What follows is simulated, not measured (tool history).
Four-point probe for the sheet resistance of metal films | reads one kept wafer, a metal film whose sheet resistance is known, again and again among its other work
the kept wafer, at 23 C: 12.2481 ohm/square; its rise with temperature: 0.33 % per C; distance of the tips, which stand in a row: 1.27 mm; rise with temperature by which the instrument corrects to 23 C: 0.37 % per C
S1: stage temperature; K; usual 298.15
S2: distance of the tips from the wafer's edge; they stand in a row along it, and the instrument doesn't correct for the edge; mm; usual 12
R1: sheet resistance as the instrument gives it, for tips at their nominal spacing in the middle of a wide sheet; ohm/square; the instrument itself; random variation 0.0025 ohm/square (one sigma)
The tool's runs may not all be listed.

{"run": 1, "hour": 0.0, "S1": 298.15, "S2": 12, "R1": 12.350038}
{"run": 2, "hour": 120.1, "S1": 298.15, "S2": 12, "R1": 12.344626}
{"run": 3, "hour": 236.7, "S1": 298.15, "S2": 12, "R1": 12.349621}
{"run": 4, "hour": 353.5, "S1": 295.15, "S2": 12, "R1": 12.350867}
{"run": 5, "hour": 420.4, "S1": 298.15, "S2": 12, "R1": 12.337161}
{"run": 6, "hour": 504.7, "S1": 298.15, "S2": 12, "R1": 12.336438}
{"run": 7, "hour": 586.8, "S1": 298.15, "S2": 12, "R1": 12.331956}
{"run": 8, "hour": 726.4, "S1": 298.15, "S2": 12, "R1": 12.334451}
{"run": 9, "hour": 861.3, "S1": 293.15, "S2": 12, "R1": 12.352491}
{"run": 10, "hour": 979.9, "S1": 293.15, "S2": 12, "R1": 12.346561}
{"run": 11, "hour": 1117.2, "S1": 302.15, "S2": 6, "R1": 12.511042}
{"run": 12, "hour": 1174.7, "S1": 298.15, "S2": 4, "R1": 12.867206}
{"run": 13, "hour": 1284.5, "S1": 296.15, "S2": 62, "R1": 12.250791}
{"run": 14, "hour": 1408.8, "S1": 296.15, "S2": 62, "R1": 12.245922}
{"run": 15, "hour": 1494.4, "S1": 296.15, "S2": 62, "R1": 12.239641}
{"run": 16, "hour": 1636.9, "S1": 293.15, "S2": 3, "R1": 13.3213}
{"run": 17, "hour": 1745.0, "S1": 295.15, "S2": 29, "R1": 12.248446}
{"run": 18, "hour": 1876.3, "S1": 299.15, "S2": 29, "R1": 12.228974}
{"run": 19, "hour": 1972.2, "S1": 294.15, "S2": 59, "R1": 12.238407}

Hidden state or all else? Some run-to-run changes of R1, split into what the settings, what came in and random variation would give without the hidden state, and what is left for the hidden state (with any gauge scatter that isn't in both results):
The hidden state here: inner tips' distance over the nominal, %; tips' flats over new ones', %; wafer's true temperature over the reading, C; drift of the gauge itself on sheet_ohm, %.
Run 15 -> 16: S1 296.15 -> 293.15, S2 62 -> 3. R1 +1.081659 ohm/square: hidden state -0.005305, all else +1.086964.
